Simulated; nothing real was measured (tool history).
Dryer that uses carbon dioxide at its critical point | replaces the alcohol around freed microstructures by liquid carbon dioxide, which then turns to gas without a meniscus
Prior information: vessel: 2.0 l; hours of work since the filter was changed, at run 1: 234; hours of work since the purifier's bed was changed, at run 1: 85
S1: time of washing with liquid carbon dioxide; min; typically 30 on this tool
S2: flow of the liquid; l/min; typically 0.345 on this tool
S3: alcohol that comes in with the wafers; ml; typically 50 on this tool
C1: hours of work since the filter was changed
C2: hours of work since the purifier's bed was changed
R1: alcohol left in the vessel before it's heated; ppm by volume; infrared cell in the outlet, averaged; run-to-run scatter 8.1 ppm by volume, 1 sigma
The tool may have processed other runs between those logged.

Run 1, hour 0.0: usual settings; C1 234; C2 85. Result: R1 571 ppm by volume.
Run 2, hour 14.6: usual settings; C1 240; C2 91. Result: R1 578 ppm by volume.
Run 3, hour 31.3: usual settings but S2 0.236 l/min; C1 246; C2 97. Result: R1 1887 ppm by volume.
Run 4, hour 42.8: usual settings but S2 0.424 l/min; C1 251; C2 102. Result: R1 253 ppm by volume.
Run 5, hour 55.4: usual settings but S2 0.424 l/min; C1 256; C2 107. Result: R1 243 ppm by volume.
Run 6, hour 72.7: usual settings but S2 0.424 l/min; C1 263; C2 114. Result: R1 264 ppm by volume.
Run 7, hour 86.0: usual settings but S2 0.424 l/min; C1 268; C2 119. Result: R1 258 ppm by volume.
Run 8, hour 103.3: usual settings but S2 0.424 l/min; C1 275; C2 126. Result: R1 239 ppm by volume.
Run 9, hour 122.4: usual settings but S2 0.424 l/min; C1 283; C2 134. Result: R1 258 ppm by volume.
Run 10, hour 135.6: usual settings; C1 288; C2 139. Result: R1 584 ppm by volume.
Run 11, hour 156.4: usual settings but S2 0.414 l/min; C1 296; C2 147. Result: R1 304 ppm by volume.
Run 12, hour 172.1: usual settings; C1 302; C2 154. Result: R1 614 ppm by volume.
Run 13, hour 190.1: usual settings; C1 309; C2 161. Result: R1 605 ppm by volume.
Run 14, hour 211.8: usual settings; C1 318; C2 169. Result: R1 603 ppm by volume.
Run 15, hour 234.1: usual settings; C1 327; C2 178. Result: R1 628 ppm by volume.
Run 16, hour 248.2: usual settings but S1 29 min, S2 0.224 l/min, S3 25 ml; C1 333; C2 184. Result: R1 1231 ppm by volume.
Run 17, hour 265.6: usual settings but S1 20 min, S3 48 ml; C1 340; C2 191. Result: R1 2039 ppm by volume.
Run 18, hour 287.2: usual settings but S1 42 min, S2 0.292 l/min, S3 35 ml; C1 348; C2 199. Result: R1 246 ppm by volume.
Run 19, hour 303.6: usual settings but S1 42 min, S2 0.292 l/min, S3 35 ml; C1 355; C2 206. Result: R1 236 ppm by volume.
Run 20, hour 318.6: usual settings but S1 27 min, S2 0.276 l/min, S3 54 ml; C1 361; C2 212. Result: R1 1887 ppm by volume.
Run 21, hour 332.2: usual settings but S1 27 min, S2 0.276 l/min, S3 25 ml; C1 366; C2 217. Result: R1 900 ppm by volume.
Run 22, hour 342.1: usual settings but S1 27 min, S2 0.276 l/min, S3 25 ml; C1 370; C2 221. Result: R1 916 ppm by volume.
Run 23, hour 363.5: usual settings but S2 0.228 l/min; C1 379; C2 230. Result: R1 2165 ppm by volume.
Run 24, hour 379.8: usual settings but S2 0.228 l/min; C1 385; C2 236. Result: R1 2284 ppm by volume.
Run 25, hour 391.9: usual settings but S1 40 min, S2 0.228 l/min, S3 29 ml; C1 390; C2 241. Result: R1 592 ppm by volume.

Hidden state or all else? Some run-to-run changes of R1, split into what the settings, what came in and random variation would give without the hidden state, and what is left for the hidden state (with any gauge scatter that isn't in both results):
Hidden state present: flow that reaches the vessel past the clogged filter, %; alcohol in the recycled carbon dioxide, ppm; drift of the gauge itself on alcohol_ppm, %.
Run 17 -> 18: S1 20 -> 42, S2 0.345 -> 0.292, S3 48 -> 35. R1 -1793 ppm by volume: hidden state -373, all else -1420.
Run 19 -> 20: S1 42 -> 27, S2 0.292 -> 0.276, S3 35 -> 54. R1 +1651 ppm by volume: hidden state +392, all else +1259.
Run 24 -> 25: S1 30 -> 40, S3 50 -> 29. R1 -1692 ppm by volume: hidden state -377, all else -1315.
